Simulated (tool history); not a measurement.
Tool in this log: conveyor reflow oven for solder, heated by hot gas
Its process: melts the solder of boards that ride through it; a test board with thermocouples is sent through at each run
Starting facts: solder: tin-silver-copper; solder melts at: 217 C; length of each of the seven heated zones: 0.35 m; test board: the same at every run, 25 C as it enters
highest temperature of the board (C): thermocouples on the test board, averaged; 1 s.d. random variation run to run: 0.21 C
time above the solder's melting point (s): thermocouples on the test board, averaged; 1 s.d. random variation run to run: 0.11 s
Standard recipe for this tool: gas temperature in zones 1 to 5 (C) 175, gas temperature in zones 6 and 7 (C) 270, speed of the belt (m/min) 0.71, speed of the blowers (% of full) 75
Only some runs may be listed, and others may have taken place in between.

run	day	gas temperature in zones 1 to 5 (C)	gas temperature in zones 6 and 7 (C)	speed of the belt (m/min)	speed of the blowers (% of full)	highest temperature of the board (C)	time above the solder's melting point (s)
1	0	175	270	0.71	75	259	48.5
2	3.054	175	270	0.71	75	258.6	48.5
# day 4.433: flux residue cleaned out of gas plates and filters
3	5.371	175	270	0.71	75	258.6	48.5
4	9.288	175	270	0.811	75	255.1	40.1
5	11.908	175	270	0.691	75	259.7	50.2
6	14.246	175	270	0.71	75	259	48.5
7	18.246	175	270	0.71	75	258.7	48.4
8	21.096	175	265	0.71	75	253.8	46.5
9	24.592	175	265	0.71	75	254.1	46.6
10	27.483	175	270	0.796	75	255.4	41.5
11	29.154	175	270	0.796	75	255.5	41.5
# day 30.562: flux residue cleaned out of gas plates and filters
12	33.05	175	270	0.796	75	255.6	41.5
13	36.35	175	263	0.71	65	250.1	44
# day 37.75: thermocouples of zones 6 and 7 changed
14	38.225	175	263	0.71	65	250.6	44.3
15	40.662	175	263	0.71	65	250.3	44.1
16	42.862	175	259	0.785	55	240.9	33
# day 45.562: belt drive overhauled, speed set with a stopwatch
17	45.608	184	279	0.71	75	268.1	54.4
18	48.458	175	278	0.821	75	261.4	42.6

Here are 5 independent what-if runs from the current tool condition. What would each one return?
A	52.254	189	270	0.71	75	?	?
B	52.254	165	272	0.71	75	?	?
C	52.254	177	270	0.629	75	?	?
D	52.254	174	278	0.821	77	?	?
E	52.254	175	278	0.821	82	?	?

run	highest temperature of the board (C)	time above the solder's melting point (s)
A	260.5	53.3
B	259.4	46.3
C	261.7	57.4
D	262	42.2
E	263.4	43.2
Take away the tool's hidden state, keep each run's random variation, and the runs would have read:
run	highest temperature of the board (C)	time above the solder's melting point (s)
A	260.5	53.3
B	259.5	46.3
C	261.7	57.4
D	262	42.2
E	263.4	43.2
